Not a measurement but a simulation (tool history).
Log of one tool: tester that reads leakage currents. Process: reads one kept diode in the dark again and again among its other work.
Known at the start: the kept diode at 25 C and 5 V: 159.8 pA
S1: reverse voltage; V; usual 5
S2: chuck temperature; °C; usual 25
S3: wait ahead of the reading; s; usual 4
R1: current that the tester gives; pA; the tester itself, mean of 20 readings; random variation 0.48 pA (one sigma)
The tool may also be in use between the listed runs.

run	hour	S1	S2	S3	R1
1	0	5	25	4	186.53
2	25.2	5	25	4	187.44
3	68.6	5	25	4	188.03
4	89.7	5	25	4	188.48
5	121.9	5	25	4	188.05
6	141.5	5	25	4	189.29
7	164.1	4.38	25	4	181.07
8	201.9	5	25	4	189.6
9	229.1	3.07	25	4	162.62
10	249.4	3.07	25	4	162.55
11	291.4	5	25	4	189.87
12	325.7	5	25	4	191.65
13	356.8	5	55	4	1686.92
14	399.5	5	55	4	1680.07
15	419.4	5	55	4	1683.72
16	437.9	3.76	25	4	175.91
17	456.5	3.76	25	4	176.12
18	486.6	5	50	4	1210.38
19	517.1	5	57	4	1943.64
20	540.4	8.92	25	4	234.68
21	574	8.92	25	4	236.9
22	597.2	5	53	4	1490.86
23	628.8	1.16	53	4	960.63
24	650.1	17.07	25	2.2	299.36
25	688.8	14.02	36	4	626.74
26	714.2	14.02	36	4	630.3
27	735.4	5	30	2.12	289.71
28	777.3	5	30	2.12	291.24
29	808.6	10.78	30	2.26	374.23
30	845.1	10.78	30	2.26	375.9
31	863.9	10.78	30	2.26	375.78
32	887.5	4.81	30	0.46	292.61
33	925.3	5	45	4	881.56
34	958.2	5	45	4	882.45
35	1001.4	5	45	3.5	880.64
36	1036.9	9.48	45	1.73	1080.95
37	1068.7	10.93	49	1.73	1498.37
# hour 1088.9: chuck's temperature calibrated
38	1105.1	17.63	23	0.35	244.2
39	1139.5	1.93	21	0.56	90.05

4 ways to go on from here, each from the tool as it stands after run 39. What would each give?
A	1175.9	5	29	4	?
B	1175.9	1.93	53	0.94	?
C	1175.9	10.65	21	5.3	?
D	1175.9	5	30	6.13	?

run	R1
A	228.98
B	971.14
C	161.78
D	246.62
Without the tool's hidden state the same runs would have given:
run	R1
A	221.42
B	970.68
C	144.57
D	239.12

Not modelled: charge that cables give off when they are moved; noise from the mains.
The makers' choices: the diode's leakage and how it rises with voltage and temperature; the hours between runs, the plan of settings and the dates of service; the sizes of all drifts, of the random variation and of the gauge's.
